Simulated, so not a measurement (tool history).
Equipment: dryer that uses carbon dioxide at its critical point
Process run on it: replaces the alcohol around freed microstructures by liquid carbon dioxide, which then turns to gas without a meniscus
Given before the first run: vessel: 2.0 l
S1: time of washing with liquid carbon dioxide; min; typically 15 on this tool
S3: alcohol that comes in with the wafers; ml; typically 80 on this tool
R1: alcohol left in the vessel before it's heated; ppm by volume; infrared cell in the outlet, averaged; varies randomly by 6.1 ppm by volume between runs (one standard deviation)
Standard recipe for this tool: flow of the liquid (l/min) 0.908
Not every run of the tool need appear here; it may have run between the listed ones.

{"run": 1, "hour": 0.0, "S1": 15, "flow of the liquid (l/min)": 0.908, "S3": 80, "R1": 411}
{"run": 2, "hour": 44.4, "S1": 15, "flow of the liquid (l/min)": 0.908, "S3": 80, "R1": 428}
{"run": 3, "hour": 67.4, "S1": 15, "flow of the liquid (l/min)": 1.235, "S3": 80, "R1": 196}
{"run": 4, "hour": 90.7, "S1": 11, "flow of the liquid (l/min)": 0.908, "S3": 80, "R1": 1357}
{"run": 5, "hour": 136.5, "S1": 15, "flow of the liquid (l/min)": 0.908, "S3": 80, "R1": 521}
{"run": 6, "hour": 173.6, "S1": 15, "flow of the liquid (l/min)": 0.908, "S3": 80, "R1": 558}
{"run": 7, "hour": 216.2, "S1": 15, "flow of the liquid (l/min)": 0.908, "S3": 80, "R1": 598}
{"run": 8, "hour": 260.8, "S1": 16, "flow of the liquid (l/min)": 0.908, "S3": 80, "R1": 507}
{"run": 9, "hour": 297.1, "S1": 11, "flow of the liquid (l/min)": 0.908, "S3": 80, "R1": 1757}
{"hour": 324.1, "done": "inlet filter changed"}
{"run": 10, "hour": 333.4, "S1": 11, "flow of the liquid (l/min)": 0.908, "S3": 80, "R1": 1092}
{"run": 11, "hour": 369.8, "S1": 15, "flow of the liquid (l/min)": 1.327, "S3": 80, "R1": 226}
{"run": 12, "hour": 392.1, "S1": 15, "flow of the liquid (l/min)": 0.908, "S3": 80, "R1": 483}
{"run": 13, "hour": 422.3, "S1": 15, "flow of the liquid (l/min)": 1.147, "S3": 80, "R1": 294}
{"run": 14, "hour": 463.7, "S1": 10, "flow of the liquid (l/min)": 0.908, "S3": 80, "R1": 1744}
{"hour": 490.5, "done": "purifier's bed changed"}
{"run": 15, "hour": 490.5, "S1": 15, "flow of the liquid (l/min)": 0.789, "S3": 56, "R1": 397}
{"run": 16, "hour": 516.0, "S1": 24, "flow of the liquid (l/min)": 0.857, "S3": 99, "R1": 47}
{"run": 17, "hour": 561.9, "S1": 21, "flow of the liquid (l/min)": 0.908, "S3": 80, "R1": 81}
{"run": 18, "hour": 608.0, "S1": 21, "flow of the liquid (l/min)": 0.908, "S3": 80, "R1": 90}
{"run": 19, "hour": 644.4, "S1": 9, "flow of the liquid (l/min)": 0.874, "S3": 74, "R1": 2626}
{"run": 20, "hour": 678.1, "S1": 13, "flow of the liquid (l/min)": 1.024, "S3": 80, "R1": 536}
{"run": 21, "hour": 717.5, "S1": 9, "flow of the liquid (l/min)": 1.024, "S3": 27, "R1": 742}
{"run": 22, "hour": 759.7, "S1": 13, "flow of the liquid (l/min)": 0.908, "S3": 50, "R1": 627}
{"hour": 790.8, "done": "inlet filter changed"}
{"run": 23, "hour": 795.2, "S1": 13, "flow of the liquid (l/min)": 0.908, "S3": 50, "R1": 365}
{"run": 24, "hour": 817.1, "S1": 15, "flow of the liquid (l/min)": 0.908, "S3": 38, "R1": 187}
{"run": 25, "hour": 850.3, "S1": 15, "flow of the liquid (l/min)": 0.908, "S3": 38, "R1": 209}
{"run": 26, "hour": 879.8, "S1": 15, "flow of the liquid (l/min)": 0.908, "S3": 38, "R1": 214}
{"run": 27, "hour": 924.2, "S1": 15, "flow of the liquid (l/min)": 0.908, "S3": 78, "R1": 387}

Predict each of these 4 candidate next runs independently; none follows another, all start after run 27:
{"run": "A", "hour": 943.2, "S1": 13, "flow of the liquid (l/min)": 0.795, "S3": 80, "R1": "?"}
{"run": "B", "hour": 943.2, "S1": 15, "flow of the liquid (l/min)": 0.737, "S3": 34, "R1": "?"}
{"run": "C", "hour": 943.2, "S1": 13, "flow of the liquid (l/min)": 0.908, "S3": 50, "R1": "?"}
{"run": "D", "hour": 943.2, "S1": 14, "flow of the liquid (l/min)": 0.908, "S3": 80, "R1": "?"}

run=A R1=1037
run=B R1=424
run=C R1=468
run=D R1=514
Without the tool's hidden state the same runs would have given:
run=A R1=759
run=B R1=259
run=C R1=290
run=D R1=320

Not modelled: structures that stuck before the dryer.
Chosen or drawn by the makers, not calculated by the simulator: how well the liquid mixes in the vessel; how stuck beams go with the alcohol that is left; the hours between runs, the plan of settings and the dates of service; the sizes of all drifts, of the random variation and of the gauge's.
